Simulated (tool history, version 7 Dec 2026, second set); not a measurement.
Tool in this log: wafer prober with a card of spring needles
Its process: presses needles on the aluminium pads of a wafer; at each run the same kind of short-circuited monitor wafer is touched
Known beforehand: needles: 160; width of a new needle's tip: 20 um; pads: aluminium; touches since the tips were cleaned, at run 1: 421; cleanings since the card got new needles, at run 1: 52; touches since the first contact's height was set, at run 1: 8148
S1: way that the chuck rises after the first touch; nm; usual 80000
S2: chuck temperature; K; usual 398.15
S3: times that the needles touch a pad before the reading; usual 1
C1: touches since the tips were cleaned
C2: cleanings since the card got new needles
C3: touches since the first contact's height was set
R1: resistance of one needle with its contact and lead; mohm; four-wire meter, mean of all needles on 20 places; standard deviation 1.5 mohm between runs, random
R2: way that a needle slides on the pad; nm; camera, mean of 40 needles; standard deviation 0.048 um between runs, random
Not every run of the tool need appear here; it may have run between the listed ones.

| run | day | S1 | S2 | S3 | C1 | C2 | C3 | R1 | R2 |
|---|---|---|---|---|---|---|---|---|---|
| 1 | 0.000 | 80000 | 398.15 | 1 | 421 | 52 | 8148 | 138 | 22310 |
|  | 0.508 | tips cleaned on abrasive film |
| 2 | 0.842 | 80000 | 398.15 | 1 | 4123 | 53 | 18579 | 155 | 22160 |
|  | 1.054 | tips cleaned on abrasive film |
| 3 | 1.292 | 80000 | 398.15 | 1 | 2986 | 54 | 24166 | 150 | 22120 |
|  | 1.608 | tips cleaned on abrasive film |
| 4 | 1.900 | 80000 | 398.15 | 1 | 3638 | 55 | 31679 | 154 | 22160 |
|  | 2.129 | tips cleaned on abrasive film |
|  | 2.696 | tips cleaned on abrasive film |
| 5 | 2.738 | 80000 | 398.15 | 1 | 509 | 57 | 41989 | 138 | 22060 |
|  | 3.221 | tips cleaned on abrasive film |
| 6 | 3.221 | 80000 | 398.15 | 1 | 0 | 58 | 48006 | 134 | 22030 |
|  | 3.729 | tips cleaned on abrasive film |
| 7 | 3.729 | 72000 | 305.15 | 2 | 0 | 59 | 54277 | 124 | 19780 |
|  | 4.279 | tips cleaned on abrasive film |
| 8 | 4.688 | 72000 | 305.15 | 2 | 5097 | 60 | 66153 | 141 | 19820 |
|  | 4.779 | height of the first contact set anew |
|  | 4.858 | tips cleaned on abrasive film |
|  | 5.388 | tips cleaned on abrasive film |
| 9 | 5.588 | 96000 | 335.15 | 1 | 2462 | 62 | 9954 | 134 | 26330 |
|  | 5.917 | tips cleaned on abrasive film |
| 10 | 6.038 | 98000 | 364.15 | 2 | 1463 | 63 | 15509 | 131 | 26860 |
|  | 6.442 | tips cleaned on abrasive film |
| 11 | 6.671 | 71000 | 338.15 | 2 | 2864 | 64 | 23389 | 140 | 19380 |

What if the next run were any one of these 4? Each begins from the tool's condition after run 11:
|  | 6.958 | tips cleaned on abrasive film |
|  | 7.496 | tips cleaned on abrasive film |
| A | 7.496 | 80000 | 309.15 | 1 | 0 | 66 | 33535 | ? | ? |
|  | 6.958 | tips cleaned on abrasive film |
|  | 7.496 | tips cleaned on abrasive film |
| B | 7.496 | 87000 | 393.15 | 2 | 0 | 66 | 33535 | ? | ? |
|  | 6.958 | tips cleaned on abrasive film |
|  | 7.496 | tips cleaned on abrasive film |
| C | 7.496 | 72000 | 398.15 | 1 | 0 | 66 | 33535 | ? | ? |
|  | 6.958 | tips cleaned on abrasive film |
|  | 7.496 | tips cleaned on abrasive film |
| D | 7.496 | 80000 | 311.15 | 2 | 0 | 66 | 33535 | ? | ? |

| run | R1 | R2 |
|---|---|---|
| A | 123 | 21750 |
| B | 132 | 23670 |
| C | 139 | 19560 |
| D | 123 | 21810 |
Take away the tool's hidden state, keep each run's random variation, and the runs would have read:
| run | R1 | R2 |
|---|---|---|
| A | 119 | 22230 |
| B | 129 | 24150 |
| C | 134 | 20040 |
| D | 120 | 22300 |

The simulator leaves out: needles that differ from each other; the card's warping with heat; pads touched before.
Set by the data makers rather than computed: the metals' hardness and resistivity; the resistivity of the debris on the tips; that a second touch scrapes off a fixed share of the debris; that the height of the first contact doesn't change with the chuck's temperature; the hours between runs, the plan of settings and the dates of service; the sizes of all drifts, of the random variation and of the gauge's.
